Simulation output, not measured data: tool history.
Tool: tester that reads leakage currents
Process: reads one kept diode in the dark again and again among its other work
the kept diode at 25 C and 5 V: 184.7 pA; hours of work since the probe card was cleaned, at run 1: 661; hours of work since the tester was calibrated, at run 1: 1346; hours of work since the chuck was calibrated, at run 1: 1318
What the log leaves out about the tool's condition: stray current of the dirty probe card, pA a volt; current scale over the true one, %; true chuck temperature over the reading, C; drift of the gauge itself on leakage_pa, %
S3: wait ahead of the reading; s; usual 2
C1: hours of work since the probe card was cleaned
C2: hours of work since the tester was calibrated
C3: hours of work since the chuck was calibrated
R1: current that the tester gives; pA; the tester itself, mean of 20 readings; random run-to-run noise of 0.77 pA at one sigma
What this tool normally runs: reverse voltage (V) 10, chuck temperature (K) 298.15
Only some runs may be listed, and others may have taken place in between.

run 1 hour=0 | reverse_voltage_(V)=10 chuck_temperature_(K)=298.15 S3=2 | C1=661 C2=1346 C3=1318 | R1=269
run 2 hour=24.3 | reverse_voltage_(V)=10 chuck_temperature_(K)=298.15 S3=2 | C1=675 C2=1360 C3=1333 | R1=269.86
run 3 hour=38 | reverse_voltage_(V)=10 chuck_temperature_(K)=298.15 S3=2 | C1=684 C2=1369 C3=1341 | R1=270.85
run 4 hour=64.2 | reverse_voltage_(V)=10 chuck_temperature_(K)=298.15 S3=2 | C1=699 C2=1384 C3=1357 | R1=269.84
run 5 hour=92.5 | reverse_voltage_(V)=10 chuck_temperature_(K)=298.15 S3=2 | C1=716 C2=1402 C3=1374 | R1=270.83
run 6 hour=109.3 | reverse_voltage_(V)=10 chuck_temperature_(K)=298.15 S3=2 | C1=727 C2=1412 C3=1384 | R1=270.92
run 7 hour=124.2 | reverse_voltage_(V)=10 chuck_temperature_(K)=298.15 S3=2 | C1=736 C2=1421 C3=1393 | R1=270.63
run 8 hour=143 | reverse_voltage_(V)=10 chuck_temperature_(K)=298.15 S3=1.14 | C1=747 C2=1432 C3=1405 | R1=271.35
run 9 hour=171.1 | reverse_voltage_(V)=10 chuck_temperature_(K)=298.15 S3=2 | C1=764 C2=1449 C3=1422 | R1=272.76
run 10 hour=189.2 | reverse_voltage_(V)=10 chuck_temperature_(K)=317.15 S3=2 | C1=775 C2=1460 C3=1432 | R1=1347.65
run 11 hour=208.2 | reverse_voltage_(V)=10 chuck_temperature_(K)=317.15 S3=2 | C1=786 C2=1471 C3=1444 | R1=1351.65
run 12 hour=231.6 | reverse_voltage_(V)=10 chuck_temperature_(K)=317.15 S3=2 | C1=800 C2=1485 C3=1458 | R1=1349.85
run 13 hour=248 | reverse_voltage_(V)=10 chuck_temperature_(K)=321.15 S3=2 | C1=810 C2=1495 C3=1468 | R1=1851.95
run 14 hour=277 | reverse_voltage_(V)=10 chuck_temperature_(K)=321.15 S3=2 | C1=828 C2=1513 C3=1485 | R1=1851.41
run 15 hour=291.8 | reverse_voltage_(V)=10 chuck_temperature_(K)=298.15 S3=2 | C1=837 C2=1522 C3=1494 | R1=271.84
run 16 hour=312.1 | reverse_voltage_(V)=10 chuck_temperature_(K)=298.15 S3=2 | C1=849 C2=1534 C3=1507 | R1=271.95
run 17 hour=333 | reverse_voltage_(V)=10 chuck_temperature_(K)=298.15 S3=2 | C1=862 C2=1547 C3=1519 | R1=272.28
run 18 hour=358.6 | reverse_voltage_(V)=10 chuck_temperature_(K)=298.15 S3=2 | C1=877 C2=1562 C3=1535 | R1=273.51
run 19 hour=388.6 | reverse_voltage_(V)=4.9 chuck_temperature_(K)=298.15 S3=2 | C1=895 C2=1580 C3=1553 | R1=195.81
run 20 hour=422.6 | reverse_voltage_(V)=10 chuck_temperature_(K)=298.15 S3=2 | C1=916 C2=1601 C3=1573 | R1=273.43
run 21 hour=437.5 | reverse_voltage_(V)=10 chuck_temperature_(K)=298.15 S3=2 | C1=925 C2=1610 C3=1582 | R1=272.32
run 22 hour=453.8 | reverse_voltage_(V)=10 chuck_temperature_(K)=298.15 S3=2 | C1=935 C2=1620 C3=1592 | R1=273.96
run 23 hour=481.5 | reverse_voltage_(V)=10 chuck_temperature_(K)=298.15 S3=2 | C1=951 C2=1636 C3=1609 | R1=273.57
run 24 hour=503.6 | reverse_voltage_(V)=13.7 chuck_temperature_(K)=298.15 S3=2 | C1=965 C2=1650 C3=1622 | R1=318.87
run 25 hour=532.6 | reverse_voltage_(V)=13.7 chuck_temperature_(K)=298.15 S3=2.46 | C1=982 C2=1667 C3=1640 | R1=318.21
run 26 hour=553.2 | reverse_voltage_(V)=13.7 chuck_temperature_(K)=298.15 S3=2.46 | C1=995 C2=1680 C3=1652 | R1=318.54
run 27 hour=567 | reverse_voltage_(V)=13.7 chuck_temperature_(K)=298.15 S3=2.46 | C1=1003 C2=1688 C3=1661 | R1=318.87
run 28 hour=593.3 | reverse_voltage_(V)=13.7 chuck_temperature_(K)=298.15 S3=2.46 | C1=1019 C2=1704 C3=1676 | R1=319.11
run 29 hour=618 | reverse_voltage_(V)=6.4 chuck_temperature_(K)=295.15 S3=8.62 | C1=1034 C2=1719 C3=1691 | R1=170.68
run 30 hour=644.2 | reverse_voltage_(V)=6.4 chuck_temperature_(K)=295.15 S3=0.82 | C1=1050 C2=1735 C3=1707 | R1=172.56
run 31 hour=674 | reverse_voltage_(V)=1.2 chuck_temperature_(K)=298.15 S3=0.36 | C1=1067 C2=1753 C3=1725 | R1=104.07
run 32 hour=691 | reverse_voltage_(V)=9.2 chuck_temperature_(K)=330.15 S3=1.52 | C1=1078 C2=1763 C3=1735 | R1=3562.62
run 33 hour=720.5 | reverse_voltage_(V)=9.2 chuck_temperature_(K)=330.15 S3=1.52 | C1=1096 C2=1781 C3=1753 | R1=3573.67
run 34 hour=750.6 | reverse_voltage_(V)=4 chuck_temperature_(K)=303.15 S3=0.63 | C1=1114 C2=1799 C3=1771 | R1=281.03
run 35 hour=766.2 | reverse_voltage_(V)=4 chuck_temperature_(K)=303.15 S3=6.57 | C1=1123 C2=1808 C3=1781 | R1=279.56
run 36 hour=782.6 | reverse_voltage_(V)=12.6 chuck_temperature_(K)=298.15 S3=6.57 | C1=1133 C2=1818 C3=1791 | R1=307.97
run 37 hour=802.1 | reverse_voltage_(V)=10 chuck_temperature_(K)=296.15 S3=0.32 | C1=1145 C2=1830 C3=1802 | R1=238.61
run 38 hour=829.3 | reverse_voltage_(V)=2.2 chuck_temperature_(K)=304.15 S3=0.32 | C1=1161 C2=1846 C3=1819 | R1=233.33
run 39 hour=847.1 | reverse_voltage_(V)=2.2 chuck_temperature_(K)=304.15 S3=0.32 | C1=1172 C2=1857 C3=1830 | R1=232.01

Same runs, no hidden state in the tool, same run-to-run variation:
run=1 R1=254.05
run=2 R1=254.66
run=3 R1=255.47
run=4 R1=254.28
run=5 R1=254.95
run=6 R1=254.88
run=7 R1=254.47
run=8 R1=255.03
run=9 R1=256.05
run=10 R1=1293.48
run=11 R1=1296.82
run=12 R1=1294.42
run=13 R1=1779.6
run=14 R1=1778.04
run=15 R1=254.08
run=16 R1=254.01
run=17 R1=254.11
run=18 R1=255.02
run=19 R1=183.71
run=20 R1=254.36
run=21 R1=253.18
run=22 R1=254.56
run=23 R1=253.97
run=24 R1=294.46
run=25 R1=293.51
run=26 R1=293.58
run=27 R1=293.73
run=28 R1=293.65
run=29 R1=157.3
run=30 R1=159
run=31 R1=97.79
run=32 R1=3411.82
run=33 R1=3420.83
run=34 R1=263.6
run=35 R1=262.03
run=36 R1=281.78
run=37 R1=218.17
run=38 R1=219.41
run=39 R1=218.06
